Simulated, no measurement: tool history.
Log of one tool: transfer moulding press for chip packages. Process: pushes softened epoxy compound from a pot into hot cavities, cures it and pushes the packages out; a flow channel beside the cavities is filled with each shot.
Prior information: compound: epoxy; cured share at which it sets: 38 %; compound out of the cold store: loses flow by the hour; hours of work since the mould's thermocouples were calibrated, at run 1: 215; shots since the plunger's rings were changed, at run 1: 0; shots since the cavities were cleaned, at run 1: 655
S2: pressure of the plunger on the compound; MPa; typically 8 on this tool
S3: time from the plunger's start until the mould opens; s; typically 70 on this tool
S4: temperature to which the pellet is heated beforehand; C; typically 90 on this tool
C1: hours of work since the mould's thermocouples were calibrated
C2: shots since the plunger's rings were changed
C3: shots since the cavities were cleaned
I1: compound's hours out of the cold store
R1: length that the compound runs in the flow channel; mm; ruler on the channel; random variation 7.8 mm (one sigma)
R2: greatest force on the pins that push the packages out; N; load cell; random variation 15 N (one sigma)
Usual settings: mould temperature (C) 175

run 1 day=0 | mould_temperature_(C)=175 S2=8 S3=70 S4=90 | C1=215 C2=0 C3=655 | I1=39.6 | R1=875 R2=1046
run 2 day=0.396 | mould_temperature_(C)=175 S2=8 S3=70 S4=90 | C1=222 C2=151 C3=806 | I1=36.1 | R1=887 R2=1054
run 3 day=0.804 | mould_temperature_(C)=178 S2=8 S3=70 S4=90 | C1=229 C2=307 C3=962 | I1=42.4 | R1=872 R2=861
-- day=0.912 cavities cleaned with cleaning compound and waxed
run 4 day=1.483 | mould_temperature_(C)=178 S2=8 S3=70 S4=90 | C1=240 C2=542 C3=217 | I1=15.6 | R1=903 R2=980
run 5 day=1.946 | mould_temperature_(C)=178 S2=8 S3=70 S4=80 | C1=249 C2=718 C3=393 | I1=29 | R1=876 R2=997
run 6 day=2.317 | mould_temperature_(C)=174 S2=6.32 S3=57 S4=90 | C1=255 C2=860 C3=535 | I1=44.1 | R1=773 R2=2096
run 7 day=2.817 | mould_temperature_(C)=172 S2=6.88 S3=65 S4=94 | C1=264 C2=1049 C3=724 | I1=19.6 | R1=850 R2=1893
run 8 day=3.271 | mould_temperature_(C)=183 S2=8.47 S3=78 S4=92 | C1=272 C2=1223 C3=898 | I1=10.4 | R1=913 R2=718
-- day=3.525 cavities cleaned with cleaning compound and waxed
-- day=3.775 cavities cleaned with cleaning compound and waxed, once more
run 9 day=3.871 | mould_temperature_(C)=174 S2=8.47 S3=78 S4=94 | C1=280 C2=1403 C3=35 | I1=10.5 | R1=944 R2=693
run 10 day=4.2 | mould_temperature_(C)=176 S2=8.79 S3=73 S4=91 | C1=286 C2=1529 C3=161 | I1=22.4 | R1=920 R2=751

What if the next run were any one of these 3? Each begins from the tool's condition after run 10:
run A day=4.525 | mould_temperature_(C)=168 S2=8 S3=70 S4=90 | C1=292 C2=1653 C3=285 | I1=20.1 | R1=? R2=?
run B day=4.525 | mould_temperature_(C)=175 S2=7.66 S3=70 S4=99 | C1=292 C2=1653 C3=285 | I1=30.7 | R1=? R2=?
run C day=4.525 | mould_temperature_(C)=175 S2=9.64 S3=70 S4=89 | C1=292 C2=1653 C3=285 | I1=13.2 | R1=? R2=?

run=A R1=929 R2=1616
run=B R1=859 R2=865
run=C R1=995 R2=928
What these runs would have given with no unlogged condition in the tool:
run=A R1=960 R2=1311
run=B R1=888 R2=699
run=C R1=1029 R2=749
